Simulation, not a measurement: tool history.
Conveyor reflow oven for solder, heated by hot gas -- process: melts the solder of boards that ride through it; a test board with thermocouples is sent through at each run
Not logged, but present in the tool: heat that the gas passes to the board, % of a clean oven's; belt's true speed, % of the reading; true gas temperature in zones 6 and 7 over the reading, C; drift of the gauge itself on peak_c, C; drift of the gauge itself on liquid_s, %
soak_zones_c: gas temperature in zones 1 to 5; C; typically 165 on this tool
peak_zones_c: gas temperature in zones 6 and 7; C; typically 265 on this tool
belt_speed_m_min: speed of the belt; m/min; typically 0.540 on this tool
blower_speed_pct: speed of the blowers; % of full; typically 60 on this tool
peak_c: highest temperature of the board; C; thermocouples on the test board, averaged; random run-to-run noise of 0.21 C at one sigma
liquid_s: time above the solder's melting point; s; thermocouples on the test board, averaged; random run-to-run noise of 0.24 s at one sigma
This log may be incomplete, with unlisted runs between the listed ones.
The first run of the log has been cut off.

run    hour  soak_zones_c  peak_zones_c  belt_speed_m_min  blower_speed_pct  hours of work since the flux was cleaned out  hours of work since the belt drive was overhauled  hours of work since the thermocouples were changed  peak_c  liquid_s
       14.0  -- thermocouples of zones 6 and 7 changed
       63.5  -- flux residue cleaned out of gas plates and filters
  2    63.5           165           265             0.540                60                                             0                                                258                                                  34   242.9      45.1
  3   132.6           165           265             0.540                76                                            53                                                311                                                  88   246.2      49.9
  4   191.8           165           265             0.540                76                                            99                                                357                                                 133   245.7      49.2
  5   254.4           165           275             0.540                76                                           147                                                405                                                 182   253.5      55.6
  6   313.8           165           265             0.540                71                                           193                                                451                                                 228   243.5      46.8
  7   369.0           165           265             0.540                60                                           236                                                494                                                 270   240.1      42.2
      405.4  -- flux residue cleaned out of gas plates and filters
  8   433.5           165           265             0.540                52                                            22                                                540                                                 316   239.5      41.5
  9   471.4           165           265             0.540                60                                            51                                                569                                                 345   241.6      45.0
 10   514.3           165           279             0.540                60                                            84                                                602                                                 379   252.3      54.7
 11   577.7           165           279             0.540                60                                           133                                                651                                                 427   251.8      54.2
 12   646.4           165           265             0.540                60                                           186                                                704                                                 480   240.1      42.8
      678.2  -- belt drive overhauled, speed set with a stopwatch
 13   692.2           165           265             0.540                60                                           218                                                 11                                                 513   238.7      40.7
      719.9  -- thermocouples of zones 6 and 7 changed
      751.5  -- flux residue cleaned out of gas plates and filters
 14   755.2           165           265             0.540                60                                             3                                                 54                                                  23   242.4      45.3
 15   790.8           165           265             0.540                60                                            30                                                 82                                                  51   242.0      44.5
 16   839.5           156           265             0.540                67                                            68                                                119                                                  88   241.7      41.9
 17   876.9           159           265             0.498                56                                            97                                                148                                                 117   241.9      46.8
 18   920.1           165           268             0.540                60                                           130                                                181                                                 151   243.5      46.1
 19   979.4           165           279             0.540                60                                           176                                                227                                                 196   252.3      53.1
 20  1029.9           165           279             0.540                60                                           215                                                266                                                 235   251.0      52.1
     1091.9  -- flux residue cleaned out of gas plates and filters
 21  1094.3           180           279             0.546                51                                             2                                                312                                                 281   253.9      59.0

Estimate the outcome of run 22 from the log above:
 22  1135.3           165           266             0.505                59                                            34                                                344                                                 313       ?         ?

peak_c: 244.9 C
liquid_s: 51.9 s
With no hidden state in the tool, this same run would have given peak_c 245.3 C, liquid_s 51.9 s.

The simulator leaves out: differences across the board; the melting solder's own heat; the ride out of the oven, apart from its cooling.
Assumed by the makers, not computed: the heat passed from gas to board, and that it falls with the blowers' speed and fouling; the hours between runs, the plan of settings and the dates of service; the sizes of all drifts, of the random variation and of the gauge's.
